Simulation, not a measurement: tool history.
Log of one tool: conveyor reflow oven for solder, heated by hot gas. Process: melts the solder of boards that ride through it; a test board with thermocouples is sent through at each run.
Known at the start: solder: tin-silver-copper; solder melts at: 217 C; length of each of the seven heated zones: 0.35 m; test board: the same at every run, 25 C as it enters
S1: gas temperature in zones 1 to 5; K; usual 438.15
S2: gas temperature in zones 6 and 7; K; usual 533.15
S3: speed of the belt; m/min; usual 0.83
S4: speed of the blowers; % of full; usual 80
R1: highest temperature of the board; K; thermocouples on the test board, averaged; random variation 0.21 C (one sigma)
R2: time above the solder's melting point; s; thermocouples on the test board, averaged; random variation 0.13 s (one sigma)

run 1 day=0 | S1=438.15 S2=533.15 S3=0.83 S4=80 | R1=518.25 R2=33.4
run 2 day=0.488 | S1=438.15 S2=533.15 S3=0.83 S4=80 | R1=518.75 R2=33.1
run 3 day=0.75 | S1=438.15 S2=533.15 S3=0.83 S4=80 | R1=518.05 R2=32.9
run 4 day=1.067 | S1=438.15 S2=533.15 S3=0.83 S4=80 | R1=518.45 R2=33.3
run 5 day=1.338 | S1=438.15 S2=533.15 S3=0.83 S4=80 | R1=518.55 R2=33
run 6 day=1.746 | S1=438.15 S2=533.15 S3=0.83 S4=80 | R1=518.45 R2=32.9
run 7 day=2.05 | S1=438.15 S2=533.15 S3=0.83 S4=80 | R1=518.35 R2=33.1
run 8 day=2.425 | S1=438.15 S2=533.15 S3=0.83 S4=80 | R1=518.05 R2=32.9
run 9 day=2.979 | S1=438.15 S2=533.15 S3=0.83 S4=80 | R1=517.85 R2=32.8
run 10 day=3.546 | S1=438.15 S2=533.15 S3=0.83 S4=80 | R1=518.05 R2=33.1
run 11 day=3.933 | S1=438.15 S2=527.15 S3=0.83 S4=80 | R1=512.85 R2=29.6
run 12 day=4.217 | S1=438.15 S2=527.15 S3=0.83 S4=80 | R1=512.75 R2=29.4
run 13 day=4.575 | S1=438.15 S2=527.15 S3=0.83 S4=80 | R1=512.65 R2=29.3
run 14 day=4.842 | S1=438.15 S2=527.15 S3=0.83 S4=80 | R1=512.45 R2=29.2
run 15 day=5.192 | S1=438.15 S2=533.15 S3=0.83 S4=80 | R1=517.95 R2=32.3
run 16 day=5.704 | S1=438.15 S2=533.15 S3=0.83 S4=62 | R1=511.85 R2=27.4
run 17 day=5.983 | S1=438.15 S2=533.15 S3=0.83 S4=62 | R1=512.25 R2=27.5
run 18 day=6.288 | S1=438.15 S2=533.15 S3=0.749 S4=53 | R1=512.95 R2=31.3
run 19 day=6.779 | S1=440.15 S2=535.15 S3=0.83 S4=80 | R1=518.55 R2=33.3
run 20 day=7.3 | S1=446.15 S2=533.15 S3=0.698 S4=60 | R1=518.35 R2=41.4
run 21 day=7.658 | S1=446.15 S2=533.15 S3=0.698 S4=60 | R1=518.25 R2=41.5
run 22 day=8.042 | S1=427.15 S2=528.15 S3=0.83 S4=80 | R1=510.25 R2=25.3
run 23 day=8.342 | S1=427.15 S2=528.15 S3=0.83 S4=80 | R1=510.05 R2=24.9
run 24 day=8.796 | S1=427.15 S2=528.15 S3=0.83 S4=80 | R1=513.85 R2=28.6
run 25 day=9.067 | S1=451.15 S2=531.15 S3=0.986 S4=78 | R1=514.65 R2=27.7
run 26 day=9.375 | S1=435.15 S2=546.15 S3=0.986 S4=78 | R1=524.35 R2=29.2
run 27 day=9.625 | S1=435.15 S2=546.15 S3=0.726 S4=51 | R1=525.95 R2=41.2
run 28 day=9.892 | S1=445.15 S2=523.15 S3=0.824 S4=58 | R1=506.45 R2=25.6
run 29 day=10.175 | S1=438.15 S2=533.15 S3=0.683 S4=60 | R1=519.55 R2=42.1
run 30 day=10.679 | S1=438.15 S2=533.15 S3=0.683 S4=60 | R1=519.85 R2=41.9
run 31 day=11.046 | S1=438.15 S2=532.15 S3=0.83 S4=71 | R1=516.45 R2=31.9

Taken out of this log: 2 entries between the listed runs. Where each belongs, and how the hidden state differs across it:
Between runs 15 and 16: flux residue cleaned out of gas plates and filters (day 5.425)
  heat that the gas passes to the board, % of a clean oven's: 91.8 -> 88.3; belt's true speed, % of the reading: 98.73 -> 98.71; true gas temperature in zones 6 and 7 over the reading, C: -1 -> -1.01
  measured less the result without the state, R1: -2.6 -> -3.3 K; R2: -1.5 -> -2.5 s
Between runs 23 and 24: flux residue cleaned out of gas plates and filters, once more (day 8.696)
  heat that the gas passes to the board, % of a clean oven's: 87.2 -> 99.7; belt's true speed, % of the reading: 98.58 -> 98.56; true gas temperature in zones 6 and 7 over the reading, C: -1.13 -> -1.14
  measured less the result without the state, R1: -4.2 -> -0.7 K; R2: -3.5 -> +0.1 s

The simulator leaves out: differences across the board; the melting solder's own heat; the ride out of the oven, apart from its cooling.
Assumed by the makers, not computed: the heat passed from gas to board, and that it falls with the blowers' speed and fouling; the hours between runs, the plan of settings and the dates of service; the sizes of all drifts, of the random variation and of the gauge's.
